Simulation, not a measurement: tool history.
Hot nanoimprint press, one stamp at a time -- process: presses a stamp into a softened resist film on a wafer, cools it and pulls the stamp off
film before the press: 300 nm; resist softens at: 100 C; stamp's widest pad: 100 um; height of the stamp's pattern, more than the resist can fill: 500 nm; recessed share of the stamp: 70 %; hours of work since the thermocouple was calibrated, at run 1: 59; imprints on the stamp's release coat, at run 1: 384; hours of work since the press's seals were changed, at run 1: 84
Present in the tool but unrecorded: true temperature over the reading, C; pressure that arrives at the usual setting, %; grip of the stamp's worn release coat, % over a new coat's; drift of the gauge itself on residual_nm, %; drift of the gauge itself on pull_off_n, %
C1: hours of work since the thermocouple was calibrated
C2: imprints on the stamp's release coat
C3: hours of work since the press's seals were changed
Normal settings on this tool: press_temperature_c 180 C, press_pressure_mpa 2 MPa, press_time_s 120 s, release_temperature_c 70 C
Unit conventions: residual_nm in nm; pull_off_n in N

Run 1, hour 0: usual settings; C1 59; C2 384; C3 84. Result: residual_nm 123.5 nm, pull_off_n 199 N.
Run 2, hour 11.9: usual settings but press_time_s 229 s; C1 64; C2 425; C3 89. Result: residual_nm 95.9 nm, pull_off_n 208 N.
Run 3, hour 18.4: usual settings but press_time_s 229 s; C1 67; C2 446; C3 91. Result: residual_nm 96.4 nm, pull_off_n 204 N.
Run 4, hour 24.4: usual settings; C1 70; C2 467; C3 94. Result: residual_nm 123.4 nm, pull_off_n 209 N.
Run 5, hour 30.8: usual settings; C1 72; C2 488; C3 97. Result: residual_nm 123 nm, pull_off_n 202 N.
Run 6, hour 42.8: usual settings; C1 77; C2 529; C3 102. Result: residual_nm 123.2 nm, pull_off_n 196 N.
Run 7, hour 50.5: usual settings but press_temperature_c 191 C; C1 81; C2 555; C3 105. Result: residual_nm 90.9 nm, pull_off_n 206 N.
Run 8, hour 61.6: usual settings but press_pressure_mpa 1.58 MPa; C1 85; C2 593; C3 110. Result: residual_nm 139.1 nm, pull_off_n 207 N.
At hour 65.2: plate thermocouple calibrated.
Run 9, hour 72.2: usual settings but press_pressure_mpa 1.58 MPa; C1 3; C2 619; C3 113. Result: residual_nm 139.2 nm, pull_off_n 214 N.
Run 10, hour 83.9: usual settings but press_pressure_mpa 1.58 MPa; C1 8; C2 659; C3 118. Result: residual_nm 138.6 nm, pull_off_n 212 N.
Run 11, hour 90.3: usual settings but press_pressure_mpa 1.58 MPa; C1 11; C2 680; C3 121. Result: residual_nm 139.2 nm, pull_off_n 222 N.
At hour 95.7: plate thermocouple calibrated, once more.
Run 12, hour 104.9: usual settings but press_time_s 184 s, release_temperature_c 67 C; C1 4; C2 720; C3 126. Result: residual_nm 104.8 nm, pull_off_n 231 N.
Run 13, hour 118.9: usual settings but press_time_s 184 s, release_temperature_c 67 C; C1 10; C2 767; C3 132. Result: residual_nm 104.5 nm, pull_off_n 231 N.
Run 14, hour 132.9: usual settings but press_pressure_mpa 1.25 MPa; C1 16; C2 815; C3 138. Result: residual_nm 152.8 nm, pull_off_n 225 N.
Run 15, hour 138.6: usual settings but press_temperature_c 189 C, press_pressure_mpa 2.19 MPa, press_time_s 198 s, release_temperature_c 75 C; C1 18; C2 834; C3 140. Result: residual_nm 74 nm, pull_off_n 210 N.
Run 16, hour 148.6: usual settings but press_temperature_c 190 C, release_temperature_c 69 C; C1 23; C2 868; C3 144. Result: residual_nm 93.5 nm, pull_off_n 228 N.
Run 17, hour 160.2: usual settings but press_temperature_c 190 C, press_pressure_mpa 1.74 MPa, press_time_s 152 s, release_temperature_c 67 C; C1 27; C2 907; C3 149. Result: residual_nm 91.2 nm, pull_off_n 246 N.
Run 18, hour 169.1: usual settings but press_temperature_c 177 C, press_pressure_mpa 1.24 MPa, press_time_s 140 s, release_temperature_c 61 C; C1 31; C2 938; C3 153. Result: residual_nm 159.1 nm, pull_off_n 258 N.
Run 19, hour 175.8: usual settings but press_temperature_c 175 C, press_pressure_mpa 1.78 MPa; C1 34; C2 960; C3 156. Result: residual_nm 149.9 nm, pull_off_n 234 N.
Run 20, hour 186.3: usual settings but press_temperature_c 185 C, press_pressure_mpa 1.96 MPa, press_time_s 153 s, release_temperature_c 59 C; C1 39; C2 996; C3 160. Result: residual_nm 98 nm, pull_off_n 272 N.
Run 21, hour 195.1: usual settings but press_temperature_c 172 C, press_pressure_mpa 2.82 MPa, press_time_s 102 s, release_temperature_c 67 C; C1 42; C2 1026; C3 164. Result: residual_nm 138.6 nm, pull_off_n 235 N.
Run 22, hour 202.3: usual settings but press_temperature_c 189 C, press_time_s 134 s; C1 45; C2 1050; C3 167. Result: residual_nm 91.5 nm, pull_off_n 230 N.

Forecast each of these 4 alternatives for the next run:
Run A, hour 214.4: usual settings but press_time_s 108 s; C1 51; C2 1091; C3 172. Result: residual_nm ?, pull_off_n ?.
Run B, hour 214.4: usual settings but press_temperature_c 169 C, press_time_s 104 s; C1 51; C2 1091; C3 172. Result: residual_nm ?, pull_off_n ?.
Run C, hour 214.4: usual settings but press_temperature_c 189 C, press_time_s 84 s; C1 51; C2 1091; C3 172. Result: residual_nm ?, pull_off_n ?.
Run D, hour 214.4: usual settings but press_temperature_c 174 C, press_pressure_mpa 2.51 MPa, press_time_s 79 s; C1 51; C2 1091; C3 172. Result: residual_nm ?, pull_off_n ?.

run  residual_nm  pull_off_n
  A        127.5         229
  B        175.6         240
  C        110.1         236
  D          151         231
Without the tool's unlogged condition, the same runs would have read:
run  residual_nm  pull_off_n
  A        126.5         179
  B        174.4         188
  C        109.3         184
  D        149.8         180

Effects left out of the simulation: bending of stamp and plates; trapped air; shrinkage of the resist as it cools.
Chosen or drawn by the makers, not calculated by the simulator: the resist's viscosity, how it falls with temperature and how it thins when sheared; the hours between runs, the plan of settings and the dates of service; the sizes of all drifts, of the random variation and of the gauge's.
